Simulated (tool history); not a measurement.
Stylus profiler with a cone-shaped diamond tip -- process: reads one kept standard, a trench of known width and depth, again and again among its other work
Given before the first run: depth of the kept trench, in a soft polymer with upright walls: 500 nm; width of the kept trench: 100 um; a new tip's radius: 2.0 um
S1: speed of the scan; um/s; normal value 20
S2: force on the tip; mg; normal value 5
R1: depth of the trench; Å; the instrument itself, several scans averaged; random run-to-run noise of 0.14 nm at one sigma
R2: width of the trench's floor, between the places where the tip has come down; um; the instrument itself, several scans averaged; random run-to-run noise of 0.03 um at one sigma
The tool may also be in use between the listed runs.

run	hour	S1	S2	R1	R2
1	0	20	5	5077.5	97.27
2	21.5	35	5	5078.9	97.2
3	45.5	35	5	5079.5	97.16
4	66	35	9.62	5123.9	97.25
5	78.8	35	9.62	5124.2	97.22
6	96.2	35	9.62	5121.1	97.15
7	112.3	20	10.44	5130.4	97.3
8	137.2	20	7.98	5106.8	97.26
9	149.2	20	7.98	5107	97.22
10	174	20	7.98	5108.5	97.23
11	189.2	20	7.98	5107.7	97.29
12	201.4	20	7.98	5105.8	97.23
13	218.6	20	7.98	5104.9	97.22
14	234.1	20	7.98	5105.9	97.23
15	253	20	7.98	5106.9	97.23
16	264.9	20	7.98	5103.7	97.26
17	288.9	54	9.04	5116	97.13
18	299.8	23	14.86	5165.2	97.2
19	316.6	6	2.56	5044.4	97.27
20	335.7	28	2.57	5044.8	97.11
21	346.8	28	2.57	5043.1	97.13
22	362.2	6	1.84	5034.7	97.22
23	383.3	6	1.84	5035.5	97.22
24	394.6	10	2.75	5043.4	97.25
25	411.8	18	5.88	5083.5	97.21
26	426.3	5	10.1	5123	97.27
27	437.1	5	10.1	5124.4	97.28
28	456.8	10	5	5074	97.23
29	469.7	20	2.71	5043.2	97.2
30	485.9	9	8.4	5108.9	97.24
31	502	27	1.69	5029.5	97.05
32	526.4	12	12.91	5152	97.21

Here are 4 independent what-if runs from the current tool condition. What would each one return?
A	544.2	12	1.94	?	?
B	544.2	20	3.62	?	?
C	544.2	53	2.07	?	?
D	544.2	65	4.32	?	?

run	R1	R2
A	5034.5	97.17
B	5057.9	97.12
C	5035.7	96.91
D	5064.5	96.95
Without the tool's hidden state the same runs would have given:
run	R1	R2
A	5045.5	97.28
B	5069	97.23
C	5046.7	97.02
D	5075.6	97.05
